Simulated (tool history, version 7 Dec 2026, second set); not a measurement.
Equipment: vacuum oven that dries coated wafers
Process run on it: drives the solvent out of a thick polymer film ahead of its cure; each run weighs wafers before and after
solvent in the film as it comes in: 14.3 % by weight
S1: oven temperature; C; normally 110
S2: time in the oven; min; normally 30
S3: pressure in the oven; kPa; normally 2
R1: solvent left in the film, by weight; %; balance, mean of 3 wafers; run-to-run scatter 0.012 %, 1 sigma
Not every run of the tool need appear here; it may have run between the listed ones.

run	hour	S1	S2	S3	R1
1	0	110	30	2	1.38
2	23.7	110	30	2	1.38
3	67.8	110	30	2	1.37
4	102.1	96	30	2	4.38
5	125.9	96	30	2	4.35
6	170.5	96	30	2	4.35
7	211.5	96	30	2	4.35
8	235.1	110	30	2.95	1.63
9	279.5	110	30	2	1.35
# hour 284.1: oven's thermocouples calibrated
10	318.1	110	30	2	1.33
11	357.9	110	30	2	1.33
12	394.5	110	24	2	1.8
13	421	110	30	2	1.33
# hour 429.2: oven's thermocouples calibrated, once more
14	463.7	110	30	6.08	2.79
15	494	101	23	4.85	5.34
16	512.2	113	20	2.66	2.28
17	530.6	113	20	2.66	2.28
18	570.4	96	16	1.88	7.06

Predict the results of run 19:
19	602.5	110	30	3.15	?

R1: 1.92 %
Minus the tool's unlogged condition, the same run would have read R1 1.77 %.
